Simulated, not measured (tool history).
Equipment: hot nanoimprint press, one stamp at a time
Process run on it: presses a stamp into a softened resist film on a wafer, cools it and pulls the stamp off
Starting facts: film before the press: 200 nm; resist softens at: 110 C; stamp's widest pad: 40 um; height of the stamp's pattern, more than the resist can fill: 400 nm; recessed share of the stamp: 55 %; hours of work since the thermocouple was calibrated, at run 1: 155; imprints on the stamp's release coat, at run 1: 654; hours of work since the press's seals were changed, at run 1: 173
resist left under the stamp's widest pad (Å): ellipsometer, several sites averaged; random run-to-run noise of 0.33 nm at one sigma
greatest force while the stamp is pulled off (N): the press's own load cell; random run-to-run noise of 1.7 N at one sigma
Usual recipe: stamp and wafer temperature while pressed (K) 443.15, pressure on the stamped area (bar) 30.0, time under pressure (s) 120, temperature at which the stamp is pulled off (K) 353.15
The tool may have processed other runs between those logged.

| run | hour | stamp and wafer temperature while pressed (K) | pressure on the stamped area (bar) | time under pressure (s) | temperature at which the stamp is pulled off (K) | hours of work since the thermocouple was calibrated | imprints on the stamp's release coat | hours of work since the press's seals were changed | resist left under the stamp's widest pad (Å) | greatest force while the stamp is pulled off (N) |
|---|---|---|---|---|---|---|---|---|---|---|
| 1 | 0.0 | 443.15 | 30.0 | 120 | 353.15 | 155 | 654 | 173 | 756 | 140 |
| 2 | 24.0 | 443.15 | 30.0 | 120 | 353.15 | 170 | 726 | 189 | 761 | 146 |
| 3 | 35.7 | 443.15 | 30.0 | 120 | 353.15 | 178 | 761 | 196 | 760 | 144 |
| 4 | 48.3 | 443.15 | 30.0 | 117 | 353.15 | 186 | 799 | 204 | 769 | 144 |
| 5 | 64.0 | 443.15 | 30.0 | 117 | 353.15 | 196 | 847 | 214 | 765 | 150 |
|  | 74.1 | stamp cleaned and given a new release coat |
| 6 | 93.3 | 443.15 | 30.0 | 117 | 354.15 | 211 | 58 | 229 | 765 | 127 |
| 7 | 104.7 | 443.15 | 30.0 | 117 | 354.15 | 218 | 92 | 237 | 767 | 128 |
| 8 | 122.5 | 443.15 | 30.0 | 117 | 354.15 | 230 | 146 | 248 | 760 | 128 |
|  | 126.6 | plate thermocouple calibrated |
| 9 | 138.0 | 443.15 | 30.0 | 104 | 353.15 | 7 | 183 | 256 | 781 | 131 |
| 10 | 159.2 | 431.15 | 30.0 | 104 | 353.15 | 21 | 247 | 270 | 1179 | 131 |
| 11 | 174.3 | 443.15 | 25.3 | 76 | 340.15 | 31 | 292 | 279 | 960 | 179 |
|  | 191.5 | plate thermocouple calibrated, once more |
| 12 | 200.4 | 443.15 | 25.3 | 76 | 340.15 | 6 | 362 | 294 | 987 | 183 |
| 13 | 215.1 | 443.15 | 26.0 | 86 | 340.15 | 15 | 406 | 304 | 927 | 179 |
| 14 | 234.4 | 434.15 | 30.0 | 120 | 359.15 | 28 | 464 | 316 | 1045 | 117 |
| 15 | 259.5 | 434.15 | 41.2 | 120 | 346.15 | 44 | 539 | 332 | 901 | 164 |
| 16 | 275.0 | 439.15 | 19.8 | 107 | 347.15 | 54 | 586 | 342 | 1101 | 159 |
| 17 | 299.9 | 439.15 | 19.8 | 107 | 347.15 | 70 | 661 | 358 | 1104 | 163 |
| 18 | 321.6 | 439.15 | 19.8 | 107 | 347.15 | 84 | 726 | 372 | 1097 | 165 |

5 ways to go on from here, each from the tool as it stands after run 18. What would each give?
| A | 337.7 | 439.15 | 19.8 | 75 | 347.15 | 94 | 775 | 383 | ? | ? |
| B | 337.7 | 438.15 | 30.0 | 120 | 355.15 | 94 | 775 | 383 | ? | ? |
| C | 337.7 | 448.15 | 19.8 | 161 | 347.15 | 94 | 775 | 383 | ? | ? |
| D | 337.7 | 432.15 | 19.8 | 107 | 347.15 | 94 | 775 | 383 | ? | ? |
| E | 337.7 | 439.15 | 35.7 | 66 | 347.15 | 94 | 775 | 383 | ? | ? |

| run | resist left under the stamp's widest pad (Å) | greatest force while the stamp is pulled off (N) |
|---|---|---|
| A | 1232 | 167 |
| B | 904 | 135 |
| C | 716 | 169 |
| D | 1356 | 165 |
| E | 989 | 167 |
The same runs, with their run-to-run variation unchanged, on a tool lacking any hidden condition would have given:
| run | resist left under the stamp's widest pad (Å) | greatest force while the stamp is pulled off (N) |
|---|---|---|
| A | 1238 | 150 |
| B | 907 | 121 |
| C | 719 | 152 |
| D | 1363 | 148 |
| E | 989 | 151 |

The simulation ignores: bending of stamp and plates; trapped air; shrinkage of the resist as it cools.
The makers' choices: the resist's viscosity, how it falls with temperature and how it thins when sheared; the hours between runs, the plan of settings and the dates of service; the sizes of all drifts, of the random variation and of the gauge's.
